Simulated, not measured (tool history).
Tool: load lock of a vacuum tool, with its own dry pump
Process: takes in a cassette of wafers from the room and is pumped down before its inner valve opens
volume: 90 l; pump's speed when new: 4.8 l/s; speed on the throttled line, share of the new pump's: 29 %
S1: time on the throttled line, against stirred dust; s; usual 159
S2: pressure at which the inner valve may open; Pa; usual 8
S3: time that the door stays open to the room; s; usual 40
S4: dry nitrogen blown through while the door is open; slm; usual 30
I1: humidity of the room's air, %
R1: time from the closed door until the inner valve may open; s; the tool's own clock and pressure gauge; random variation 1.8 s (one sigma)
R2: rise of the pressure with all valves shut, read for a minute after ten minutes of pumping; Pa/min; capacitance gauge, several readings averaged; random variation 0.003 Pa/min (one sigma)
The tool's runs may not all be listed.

run 1 hour=0.0 | S1=159 S2=8 S3=40 S4=30 | I1=43.4 | R1=297.3 R2=0.382
run 2 hour=525.0 | S1=102 S2=8 S3=40 S4=30 | I1=46.5 | R1=261.5 R2=0.469
run 3 hour=995.8 | S1=102 S2=8 S3=40 S4=30 | I1=47.3 | R1=263.3 R2=0.547
run 4 hour=1605.5 | S1=159 S2=8 S3=40 S4=30 | I1=46.1 | R1=299.3 R2=0.015
run 5 hour=2011.1 | S1=159 S2=8 S3=40 S4=30 | I1=48.4 | R1=306.0 R2=0.037
run 6 hour=2545.4 | S1=159 S2=8 S3=40 S4=30 | I1=45.7 | R1=302.6 R2=0.068
run 7 hour=2824.3 | S1=159 S2=8 S3=40 S4=16 | I1=48.3 | R1=307.6 R2=0.095
run 8 hour=3237.5 | S1=159 S2=8 S3=228 S4=30 | I1=42.6 | R1=305.6 R2=0.134
run 9 hour=3630.0 | S1=159 S2=10 S3=40 S4=30 | I1=48.7 | R1=299.4 R2=0.164
run 10 hour=4119.0 | S1=159 S2=10 S3=40 S4=30 | I1=43.6 | R1=299.8 R2=0.210
run 11 hour=4762.4 | S1=159 S2=10 S3=40 S4=30 | I1=41.5 | R1=303.6 R2=0.288
run 12 hour=5037.7 | S1=159 S2=10 S3=40 S4=30 | I1=41.2 | R1=299.3 R2=0.325
run 13 hour=5571.0 | S1=159 S2=10 S3=40 S4=30 | I1=44.2 | R1=304.5 R2=0.398
run 14 hour=6180.5 | S1=159 S2=10 S3=40 S4=30 | I1=46.3 | R1=307.9 R2=0.505
run 15 hour=6615.9 | S1=82 S2=10 S3=91 S4=30 | I1=49.4 | R1=259.1 R2=0.604
run 16 hour=7261.4 | S1=82 S2=10 S3=91 S4=30 | I1=45.5 | R1=256.7 R2=0.030
run 17 hour=7658.1 | S1=172 S2=9 S3=40 S4=13 | I1=46.7 | R1=320.1 R2=0.057
run 18 hour=8210.7 | S1=172 S2=9 S3=40 S4=13 | I1=41.7 | R1=320.5 R2=0.091
run 19 hour=8747.5 | S1=298 S2=9 S3=50 S4=18 | I1=44.5 | R1=401.5 R2=0.141
run 20 hour=9395.2 | S1=298 S2=9 S3=50 S4=18 | I1=47.6 | R1=406.0 R2=0.206
run 21 hour=9936.0 | S1=194 S2=14 S3=62 S4=12 | I1=43.3 | R1=330.8 R2=0.278
run 22 hour=10261.1 | S1=194 S2=14 S3=62 S4=12 | I1=44.5 | R1=327.0 R2=0.332
run 23 hour=10703.0 | S1=159 S2=14 S3=40 S4=12 | I1=46.9 | R1=304.8 R2=0.393
run 24 hour=11216.3 | S1=287 S2=14 S3=52 S4=10 | I1=46.9 | R1=390.8 R2=0.463
run 25 hour=11617.3 | S1=159 S2=6 S3=112 S4=6 | I1=42.6 | R1=334.6 R2=0.557
run 26 hour=12204.4 | S1=159 S2=6 S3=112 S4=6 | I1=44.2 | R1=327.7 R2=0.045
run 27 hour=12816.7 | S1=159 S2=6 S3=112 S4=6 | I1=44.9 | R1=337.6 R2=0.075
run 28 hour=13358.0 | S1=159 S2=9 S3=40 S4=8 | I1=43.2 | R1=324.4 R2=0.096

Not shown: 3 entries that the log had between the listed runs. Between which runs, and how does the tool's hidden state differ before and after?
Between runs 3 and 4: door's seal changed, seat wiped (hour 1447.8)
  pump's speed, % of a new pump's: 92.8 -> 92; leak at the door's seal, Pa l/s: 0.7899 -> 0.0104
  measured less the result without the state, R1: +12.0 -> +11.7 s; R2: +0.531 -> +0.006 Pa/min
Between runs 15 and 16: door's seal changed, seat wiped (hour 6807.3)
  pump's speed, % of a new pump's: 85.7 -> 85; leak at the door's seal, Pa l/s: 0.8751 -> 0.0274
  measured less the result without the state, R1: +26.0 -> +26.7 s; R2: +0.580 -> +0.016 Pa/min
Between runs 25 and 26: door's seal changed, seat wiped (hour 12179.2)
  pump's speed, % of a new pump's: 79.7 -> 79; leak at the door's seal, Pa l/s: 0.7678 -> 0.0022
  measured less the result without the state, R1: +36.1 -> +36.3 s; R2: +0.512 -> +0.000 Pa/min
